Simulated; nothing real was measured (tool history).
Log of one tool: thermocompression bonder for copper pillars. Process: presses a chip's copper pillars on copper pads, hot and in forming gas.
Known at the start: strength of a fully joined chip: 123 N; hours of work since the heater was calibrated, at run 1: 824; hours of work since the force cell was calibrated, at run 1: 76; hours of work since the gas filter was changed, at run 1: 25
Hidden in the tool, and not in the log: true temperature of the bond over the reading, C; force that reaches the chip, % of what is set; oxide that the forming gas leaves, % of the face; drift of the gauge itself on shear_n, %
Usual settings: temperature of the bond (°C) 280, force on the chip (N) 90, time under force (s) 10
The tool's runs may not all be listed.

run,hour,temperature of the bond (°C),force on the chip (N),time under force (s),hours of work since the heater was calibrated,hours of work since the force cell was calibrated,hours of work since the gas filter was changed,force that shears a chip off (N)
1,0.0,280,90,10,824,76,25,43.3
2,18.6,280,90,10,838,89,38,43.2
3,39.0,280,90,10,853,104,53,42.2
4,66.8,280,90,10,873,124,73,41.8
5,81.5,280,90,10,883,134,84,42.9
6,100.0,280,90,10,897,148,97,42.3
7,116.0,280,90,10,908,159,108,41.4
8,138.0,280,90,10,924,175,124,40.4
# hour 155.6: forming gas filter changed
9,164.8,280,90,10,943,194,7,43.4
10,194.4,280,90,10,965,216,28,43.0
11,210.6,280,90,10,976,227,40,42.1
12,234.0,280,90,10,993,244,57,41.9
13,248.6,280,90,10,1004,255,67,42.3
14,276.9,280,90,10,1024,275,88,41.2
15,298.8,280,90,10,1040,291,103,41.1
16,325.8,280,90,10,1060,311,123,40.2
# hour 329.2: heater calibrated with a thermocouple chip
17,341.4,280,90,10,9,320,133,35.0
# hour 348.1: forming gas filter changed
18,369.0,280,75,10,28,340,15,32.2
# hour 386.2: heater calibrated with a thermocouple chip, once more
19,393.1,280,75,10,5,356,31,40.1
20,406.0,257,90,9,14,365,40,33.4
21,425.2,280,72,16,28,379,54,49.0
22,452.6,280,114,12,48,399,74,61.3
23,479.7,272,112,7,68,419,94,42.7
24,501.3,293,80,13,83,434,109,55.1
25,525.5,280,67,6,101,452,127,28.4
# hour 540.8: forming gas filter changed
26,540.8,287,107,8,111,462,0,56.9
27,568.9,286,130,17,132,483,20,80.2
28,591.4,256,109,7,148,499,37,34.3
29,608.2,256,109,7,160,511,49,33.7

Run 30 comes next. What will it give?
30,630.2,256,109,7,176,527,65,?

{"run 30": {"force that shears a chip off (N)": 32.1}}
Without the tool's hidden state the same run would have given force that shears a chip off (N) 33.2.
